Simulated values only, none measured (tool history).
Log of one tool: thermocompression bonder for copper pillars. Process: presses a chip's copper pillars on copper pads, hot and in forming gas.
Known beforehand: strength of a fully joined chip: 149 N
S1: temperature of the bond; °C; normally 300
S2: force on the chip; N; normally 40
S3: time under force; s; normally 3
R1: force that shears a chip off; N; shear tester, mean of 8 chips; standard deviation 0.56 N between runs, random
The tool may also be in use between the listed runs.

Run 1, hour 0: usual settings. Result: R1 97.1 N.
Run 2, hour 8.9: usual settings. Result: R1 96.8 N.
Run 3, hour 17.4: usual settings but S1 301 °C. Result: R1 98.4 N.
Run 4, hour 22.5: usual settings but S1 312 °C. Result: R1 104.3 N.
Run 5, hour 27.8: usual settings but S1 312 °C. Result: R1 104.8 N.
Run 6, hour 32.7: usual settings but S1 312 °C. Result: R1 105.5 N.
Run 7, hour 40.9: usual settings but S1 312 °C. Result: R1 104.7 N.
Run 8, hour 48.1: usual settings but S1 312 °C. Result: R1 103.8 N.
Run 9, hour 57.8: usual settings but S2 50 N. Result: R1 109 N.
At hour 59.1: forming gas filter changed.
Run 10, hour 65.5: usual settings but S1 278 °C, S2 26 N, S3 5 s. Result: R1 72.5 N.
Run 11, hour 76: usual settings but S2 27 N. Result: R1 77.1 N.
Run 12, hour 84.7: usual settings but S1 327 °C, S3 5 s. Result: R1 129 N.
Run 13, hour 93.9: usual settings but S1 274 °C, S2 38 N. Result: R1 77.5 N.
Run 14, hour 98.6: usual settings but S1 274 °C, S2 38 N, S3 9 s. Result: R1 106.3 N.
Run 15, hour 103.1: usual settings but S1 277 °C. Result: R1 82.5 N.
Run 16, hour 111: usual settings but S1 277 °C. Result: R1 83.1 N.
Run 17, hour 120.2: usual settings but S1 277 °C. Result: R1 82.4 N.
Run 18, hour 130.9: usual settings but S1 325 °C, S2 30 N. Result: R1 99.1 N.

For some of the steps in R1 from one run to the next: how much would appear even if the tool had no hidden state, given the settings, what came in and random variation, and how much remains for the hidden state plus any gauge scatter that the measured result and the result without hidden state don't share?
Hidden state present: true temperature of the bond over the reading, C; force that reaches the chip, % of what is set; oxide that the forming gas leaves, % of the face; drift of the gauge itself on shear_n, %.
Run 9 -> 10: S1 300 -> 278, S2 50 -> 26, S3 3 -> 5, forming gas filter changed. R1 -36.5 N: hidden state +5.3, all else -41.8.
Run 11 -> 12: S1 300 -> 327, S2 27 -> 40, S3 3 -> 5. R1 +51.9 N: hidden state -1, all else +52.9.

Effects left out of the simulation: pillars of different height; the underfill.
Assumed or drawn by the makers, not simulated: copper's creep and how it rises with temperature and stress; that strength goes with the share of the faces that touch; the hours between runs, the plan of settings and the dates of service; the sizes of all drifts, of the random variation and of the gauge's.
